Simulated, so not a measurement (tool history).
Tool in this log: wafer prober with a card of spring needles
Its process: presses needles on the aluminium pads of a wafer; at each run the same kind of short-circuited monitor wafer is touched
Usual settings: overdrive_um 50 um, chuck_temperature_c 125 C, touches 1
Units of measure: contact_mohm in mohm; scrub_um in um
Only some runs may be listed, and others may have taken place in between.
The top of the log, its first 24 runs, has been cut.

run	day	overdrive_um	chuck_temperature_c	touches	touches since the tips were cleaned	cleanings since the card got new needles	touches since the first contact's height was set	contact_mohm	scrub_um
# day 7.279: tips cleaned on abrasive film
25	7.317	35	72	1	391	47	40541	179	8.11
# day 7.592: tips cleaned on abrasive film
26	7.729	35	72	1	1366	48	44643	247	8.08
# day 7.917: tips cleaned on abrasive film
27	7.925	35	72	1	104	49	46587	156	8.1
# day 8.229: tips cleaned on abrasive film
28	8.325	52	125	1	973	50	50598	172	12.18
# day 8.542: tips cleaned on abrasive film
29	8.546	48	26	1	28	51	52759	137	11.3
# day 8.862: tips cleaned on abrasive film
30	8.904	48	26	1	421	52	56362	151	11.25
# day 9.192: tips cleaned on abrasive film
31	9.283	48	26	1	934	53	60138	165	11.12
# day 9.521: tips cleaned on abrasive film
32	9.692	45	125	2	1728	54	64219	184	10.44

Forecast each of these 4 alternatives for the next run:
# day 9.85: tips cleaned on abrasive film
A	9.921	36	69	1	706	55	66501	?	?
# day 9.85: tips cleaned on abrasive film
B	9.921	45	125	1	706	55	66501	?	?
# day 9.85: tips cleaned on abrasive film
C	9.921	31	77	2	706	55	66501	?	?
# day 9.85: tips cleaned on abrasive film
D	9.921	50	125	1	706	55	66501	?	?

run	contact_mohm	scrub_um
A	201	8.24
B	177	10.47
C	196	6.94
D	170	11.64
With no hidden state in the tool, these same runs would have given:
run	contact_mohm	scrub_um
A	140	8.62
B	141	10.86
C	145	7.32
D	139	12.02
